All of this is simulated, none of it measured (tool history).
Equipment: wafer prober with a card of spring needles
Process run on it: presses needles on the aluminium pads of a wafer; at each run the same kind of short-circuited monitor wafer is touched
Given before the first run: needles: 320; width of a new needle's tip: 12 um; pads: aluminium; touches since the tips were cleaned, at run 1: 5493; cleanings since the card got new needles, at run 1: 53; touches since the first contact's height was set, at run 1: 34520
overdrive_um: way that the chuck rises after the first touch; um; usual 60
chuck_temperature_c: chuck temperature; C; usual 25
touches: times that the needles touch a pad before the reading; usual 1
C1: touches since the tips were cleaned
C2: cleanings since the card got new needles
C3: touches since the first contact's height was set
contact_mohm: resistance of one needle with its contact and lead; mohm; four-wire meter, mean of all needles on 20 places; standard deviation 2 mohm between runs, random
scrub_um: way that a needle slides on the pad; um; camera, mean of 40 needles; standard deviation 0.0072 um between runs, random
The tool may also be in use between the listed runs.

Run 1, day 0: usual settings; C1 5493; C2 53; C3 34520. Result: contact_mohm 317 mohm, scrub_um 7.579 um.
At day 0.521: tips cleaned on abrasive film.
At day 2.058: tips cleaned on abrasive film.
Run 2, day 3.025: usual settings; C1 6594; C2 55; C3 55147. Result: contact_mohm 326 mohm, scrub_um 7.555 um.
At day 3.608: tips cleaned on abrasive film.
At day 5.246: tips cleaned on abrasive film.
Run 3, day 6.529: usual settings but overdrive_um 77 um; C1 8772; C2 57; C3 79047. Result: contact_mohm 298 mohm, scrub_um 9.695 um.
At day 6.858: tips cleaned on abrasive film.
At day 8.475: tips cleaned on abrasive film.
At day 10.029: tips cleaned on abrasive film.
Run 4, day 10.433: usual settings; C1 2770; C2 60; C3 105679. Result: contact_mohm 289 mohm, scrub_um 7.503 um.
At day 11.417: tips cleaned on abrasive film.
Run 5, day 12.346: usual settings; C1 6357; C2 61; C3 118734. Result: contact_mohm 329 mohm, scrub_um 7.486 um.
At day 12.904: tips cleaned on abrasive film.
At day 14.425: tips cleaned on abrasive film.
At day 14.667: height of the first contact set anew.
Run 6, day 15.017: usual settings but chuck_temperature_c 56 C; C1 3961; C2 63; C3 2412. Result: contact_mohm 310 mohm, scrub_um 7.41 um.
At day 16.029: tips cleaned on abrasive film.
At day 17.496: tips cleaned on abrasive film.
Run 7, day 17.496: usual settings; C1 0; C2 65; C3 19306. Result: contact_mohm 229 mohm, scrub_um 7.387 um.
At day 18.888: tips cleaned on abrasive film.
At day 20.371: tips cleaned on abrasive film.
Run 8, day 20.754: usual settings but overdrive_um 44 um; C1 2618; C2 67; C3 41524. Result: contact_mohm 359 mohm, scrub_um 5.336 um.
At day 21.871: tips cleaned on abrasive film.
At day 23.212: tips cleaned on abrasive film.
Run 9, day 23.638: usual settings but touches 3; C1 2916; C2 69; C3 61187. Result: contact_mohm 246 mohm, scrub_um 7.341 um.
At day 24.633: tips cleaned on abrasive film.
At day 26.046: tips cleaned on abrasive film.
At day 27.529: tips cleaned on abrasive film.
Run 10, day 27.796: usual settings but chuck_temperature_c 78 C, touches 3; C1 1811; C2 72; C3 89542. Result: contact_mohm 258 mohm, scrub_um 7.314 um.
At day 28.942: tips cleaned on abrasive film.
Run 11, day 29.646: usual settings but chuck_temperature_c 78 C, touches 3; C1 4803; C2 73; C3 102152. Result: contact_mohm 276 mohm, scrub_um 7.313 um.
At day 30.371: height of the first contact set anew, once more.
At day 30.375: tips cleaned on abrasive film.
At day 31.788: tips cleaned on abrasive film.
Run 12, day 32.375: usual settings but chuck_temperature_c 78 C, touches 3; C1 4016; C2 75; C3 13633. Result: contact_mohm 265 mohm, scrub_um 7.585 um.
At day 33.283: tips cleaned on abrasive film.
At day 34.621: tips cleaned on abrasive film.
Run 13, day 35.062: usual settings but chuck_temperature_c 78 C, touches 3; C1 3020; C2 77; C3 31956. Result: contact_mohm 258 mohm, scrub_um 7.569 um.
At day 36.138: tips cleaned on abrasive film.
At day 37.488: tips cleaned on abrasive film.
Run 14, day 38.346: usual settings but chuck_temperature_c 78 C, touches 3; C1 5861; C2 79; C3 54349. Result: contact_mohm 269 mohm, scrub_um 7.552 um.
At day 39: tips cleaned on abrasive film.
Run 15, day 40.104: usual settings but overdrive_um 57 um; C1 7554; C2 80; C3 66367. Result: contact_mohm 348 mohm, scrub_um 7.153 um.
At day 40.333: tips cleaned on abrasive film.
At day 41.683: tips cleaned on abrasive film.
Run 16, day 41.808: usual settings but overdrive_um 57 um; C1 862; C2 82; C3 77969. Result: contact_mohm 250 mohm, scrub_um 7.12 um.
At day 43.229: tips cleaned on abrasive film.
At day 44.621: tips cleaned on abrasive film.
Run 17, day 45.571: usual settings but overdrive_um 57 um; C1 6516; C2 84; C3 103637. Result: contact_mohm 358 mohm, scrub_um 7.107 um.
At day 45.983: tips cleaned on abrasive film.
At day 47.521: tips cleaned on abrasive film.
Run 18, day 48.054: usual settings but overdrive_um 57 um, chuck_temperature_c 84 C; C1 3649; C2 86; C3 120556. Result: contact_mohm 321 mohm, scrub_um 7.082 um.
At day 48.958: tips cleaned on abrasive film.
At day 50.071: height of the first contact set anew.
At day 50.333: tips cleaned on abrasive film.
Run 19, day 50.412: usual settings but overdrive_um 44 um, chuck_temperature_c 101 C; C1 544; C2 88; C3 2292. Result: contact_mohm 286 mohm, scrub_um 5.583 um.
At day 51.658: tips cleaned on abrasive film.
At day 53.054: tips cleaned on abrasive film.
At day 54.446: tips cleaned on abrasive film.
Run 20, day 54.462: usual settings; C1 109; C2 91; C3 29896. Result: contact_mohm 234 mohm, scrub_um 7.555 um.
At day 55.838: tips cleaned on abrasive film.
At day 57.15: tips cleaned on abrasive film.
Run 21, day 57.229: usual settings but overdrive_um 70 um, chuck_temperature_c 111 C; C1 527; C2 93; C3 48758. Result: contact_mohm 269 mohm, scrub_um 8.795 um.
At day 58.683: tips cleaned on abrasive film.
Run 22, day 59.371: usual settings but overdrive_um 52 um, chuck_temperature_c 80 C, touches 2; C1 4701; C2 94; C3 63396. Result: contact_mohm 313 mohm, scrub_um 6.511 um.
At day 60: tips cleaned on abrasive film.
Run 23, day 61.229: usual settings but overdrive_um 74 um, chuck_temperature_c 44 C; C1 8405; C2 95; C3 76062. Result: contact_mohm 315 mohm, scrub_um 9.292 um.
At day 61.446: tips cleaned on abrasive film.
At day 62.921: tips cleaned on abrasive film.
Run 24, day 64.154: usual settings but overdrive_um 74 um, chuck_temperature_c 44 C; C1 8435; C2 97; C3 96006. Result: contact_mohm 308 mohm, scrub_um 9.261 um.
At day 64.446: tips cleaned on abrasive film.
At day 65.804: tips cleaned on abrasive film.
Run 25, day 67.071: usual settings but overdrive_um 44 um, chuck_temperature_c 49 C, touches 3; C1 8669; C2 99; C3 115900. Result: contact_mohm 316 mohm, scrub_um 5.452 um.
At day 67.258: tips cleaned on abrasive film.
At day 68.688: tips cleaned on abrasive film.
At day 69.775: height of the first contact set anew.
At day 70.329: tips cleaned on abrasive film.
Run 26, day 71.133: usual settings but overdrive_um 62 um, chuck_temperature_c 37 C; C1 5482; C2 102; C3 9267. Result: contact_mohm 332 mohm, scrub_um 7.844 um.
At day 71.675: tips cleaned on abrasive film.
At day 73.058: tips cleaned on abrasive film.
At day 74.4: tips cleaned on abrasive film.
Run 27, day 74.4: usual settings but overdrive_um 56 um, chuck_temperature_c 37 C; C1 0; C2 105; C3 31519. Result: contact_mohm 240 mohm, scrub_um 7.058 um.
At day 75.825: tips cleaned on abrasive film.
At day 77.146: tips cleaned on abrasive film.
Run 28, day 77.15: usual settings but overdrive_um 56 um, chuck_temperature_c 70 C; C1 28; C2 107; C3 50266. Result: contact_mohm 251 mohm, scrub_um 7.045 um.
At day 78.608: tips cleaned on abrasive film.
Run 29, day 79.175: usual settings but overdrive_um 58 um, touches 2; C1 3870; C2 108; C3 64100. Result: contact_mohm 278 mohm, scrub_um 7.278 um.
At day 79.962: tips cleaned on abrasive film.
At day 81.529: tips cleaned on abrasive film.
Run 30, day 82.317: usual settings but touches 3; C1 5391; C2 110; C3 85533. Result: contact_mohm 269 mohm, scrub_um 7.502 um.

Below are 3 alternative next runs, each starting from the tool's condition after run 30. Predict each:
At day 82.871: tips cleaned on abrasive film.
At day 84.338: tips cleaned on abrasive film.
At day 85.688: tips cleaned on abrasive film.
Run A, day 86.412: usual settings but chuck_temperature_c 33 C, touches 3; C1 4959; C2 113; C3 113453. Result: contact_mohm ?, scrub_um ?.
At day 82.871: tips cleaned on abrasive film.
At day 84.338: tips cleaned on abrasive film.
At day 85.688: tips cleaned on abrasive film.
Run B, day 86.412: usual settings; C1 4959; C2 113; C3 113453. Result: contact_mohm ?, scrub_um ?.
At day 82.871: tips cleaned on abrasive film.
At day 84.338: tips cleaned on abrasive film.
At day 85.688: tips cleaned on abrasive film.
Run C, day 86.412: usual settings but chuck_temperature_c 77 C, touches 2; C1 4959; C2 113; C3 113453. Result: contact_mohm ?, scrub_um ?.

run  contact_mohm  scrub_um
  A           264     7.487
  B           326     7.481
  C           296     7.486
Without the tool's hidden state the same runs would have given:
run  contact_mohm  scrub_um
  A           224     7.607
  B           220     7.601
  C           235     7.606
